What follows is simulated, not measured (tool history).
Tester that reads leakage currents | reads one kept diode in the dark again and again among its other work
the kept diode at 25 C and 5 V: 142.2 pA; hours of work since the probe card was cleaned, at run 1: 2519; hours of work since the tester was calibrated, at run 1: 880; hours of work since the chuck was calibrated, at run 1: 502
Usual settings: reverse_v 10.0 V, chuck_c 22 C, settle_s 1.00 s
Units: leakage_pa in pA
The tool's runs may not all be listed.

run,hour,reverse_v,chuck_c,settle_s,hours of work since the probe card was cleaned,hours of work since the tester was calibrated,hours of work since the chuck was calibrated,leakage_pa
1,0.0,10.0,22,1.00,2519,880,502,143.80
2,36.2,10.0,58,1.00,2542,904,526,2218.47
3,71.5,10.0,22,4.91,2566,927,549,141.22
4,86.3,10.0,22,4.91,2575,936,559,140.81
5,111.6,10.0,22,4.91,2592,953,575,141.02
6,128.0,10.0,22,4.91,2603,964,586,140.44
7,163.7,10.0,22,4.91,2626,988,610,139.06
8,179.3,2.9,48,9.26,2637,998,620,611.77
9,201.3,1.8,22,0.88,2651,1012,635,62.14
10,216.8,1.8,22,0.88,2661,1023,645,62.00
11,236.6,2.8,22,0.45,2674,1036,658,76.06
12,271.7,10.0,39,1.00,2698,1059,681,542.30
13,304.0,10.0,33,0.44,2719,1080,702,339.47

3 ways to go on from here, each from the tool as it stands after run 13. What would each give?
# hour 311.6: chuck's temperature calibrated
A,331.8,5.1,38,1.34,2736,1097,13,?
# hour 311.6: chuck's temperature calibrated
B,331.8,2.9,22,5.62,2736,1097,13,?
# hour 311.6: chuck's temperature calibrated
C,331.8,10.0,34,0.44,2736,1097,13,?

run,leakage_pa
A,411.86
B,87.24
C,415.16
Without the tool's hidden state the same runs would have given:
run,leakage_pa
A,410.25
B,85.68
C,410.30
